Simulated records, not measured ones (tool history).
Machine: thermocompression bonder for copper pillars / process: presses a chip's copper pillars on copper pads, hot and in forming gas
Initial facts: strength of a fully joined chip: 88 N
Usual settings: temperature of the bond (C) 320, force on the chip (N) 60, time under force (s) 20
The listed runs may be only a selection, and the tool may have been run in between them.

run	hour	temperature of the bond (C)	force on the chip (N)	time under force (s)	force that shears a chip off (N)
1	0	320	60	20	54.5
2	10.1	320	60	20	54.6
3	20.2	320	60	20	53.5
4	29.7	320	60	20	53.5
5	39.5	320	60	28	59.5
6	46.8	320	60	28	58.6
7	53.3	320	60	28	58.3
8	63.4	320	60	28	58.9
9	69.1	320	60	28	59.1
10	76.7	320	60	28	59.5
11	81.5	320	60	28	60
12	88.7	320	60	28	57.7
13	97.9	320	60	28	58.1
14	104.9	320	41	28	45.1
15	110.5	320	41	28	45.3
# hour 113.4: heater calibrated with a thermocouple chip
16	117.3	320	75	20	60.7
17	122.8	312	75	30	62.6

Forecast run 18:
18	131.4	320	78	19	?

Logged for run 18: force that shears a chip off (N) 61.3.
Without the tool's hidden state the same run would have given force that shears a chip off (N) 61.6.
